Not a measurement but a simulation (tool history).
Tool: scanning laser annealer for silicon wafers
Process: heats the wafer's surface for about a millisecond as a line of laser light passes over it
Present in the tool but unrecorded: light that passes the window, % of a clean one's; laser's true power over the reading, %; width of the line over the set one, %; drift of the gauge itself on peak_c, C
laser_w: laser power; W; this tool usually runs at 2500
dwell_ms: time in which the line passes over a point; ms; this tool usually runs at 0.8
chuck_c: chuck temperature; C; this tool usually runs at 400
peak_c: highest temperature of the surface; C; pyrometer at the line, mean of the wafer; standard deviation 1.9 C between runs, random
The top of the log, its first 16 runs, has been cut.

run     day  laser_w  dwell_ms  chuck_c  hours of work since the window was cleaned  hours of work since the power meter was calibrated  hours of work since the optics were aligned  peak_c
 17    38.2     2500       0.8      400                                         655                                                 806                                          442    1076
 18  39.896     2500       0.8      400                                         674                                                 824                                          460    1076
     40.196  -- laser's power meter calibrated
 19  41.404     2291       0.8      399                                         689                                                  13                                          475    1002
 20   42.75     2500     0.729      400                                         703                                                  28                                          490    1047
 21  45.738     2500     0.729      400                                         735                                                  60                                          522    1046
 22  47.962     2500     0.729      400                                         759                                                  84                                          546    1043
 23  50.412     2500     0.729      400                                         786                                                 110                                          572    1043
     51.917  -- laser's power meter calibrated, once more
 24  53.479     2500       0.8      440                                         817                                                  17                                          604    1107
 25  56.788     2500     0.818      440                                         853                                                  52                                          640    1114
 26  58.992     2734       0.8      400                                         877                                                  76                                          663    1145
 27  61.621     2734       0.8      400                                         905                                                 105                                          692    1142
     64.808  -- window over the wafer cleaned
 28      65     2227     0.832      390                                           2                                                 140                                          727     996
 29  67.646     2488     0.704      390                                          31                                                 169                                          756    1034
 30  69.788     2306     0.604      366                                          54                                                 192                                          779     907
 31  71.158     2721     0.941      376                                          68                                                 206                                          793    1209
 32  72.658     2518     0.941      398                                          85                                                 223                                          810    1149
 33   74.45     2518     0.941      398                                         104                                                 242                                          829    1148
 34  77.688     2488     0.615      398                                         139                                                 277                                          864     999

Below are 3 alternative next runs, each starting from the tool's condition after run 34. Predict each:
  A  79.879     2448     0.815      439                                         162                                                 300                                          887       ?
  B  79.879     2351     0.825      432                                         162                                                 300                                          887       ?
  C  79.879     2154     0.971      364                                         162                                                 300                                          887       ?

run  peak_c
  A    1110
  B    1073
  C     987
With no hidden state in the tool, these same runs would have given:
run  peak_c
  A    1132
  B    1094
  C    1007

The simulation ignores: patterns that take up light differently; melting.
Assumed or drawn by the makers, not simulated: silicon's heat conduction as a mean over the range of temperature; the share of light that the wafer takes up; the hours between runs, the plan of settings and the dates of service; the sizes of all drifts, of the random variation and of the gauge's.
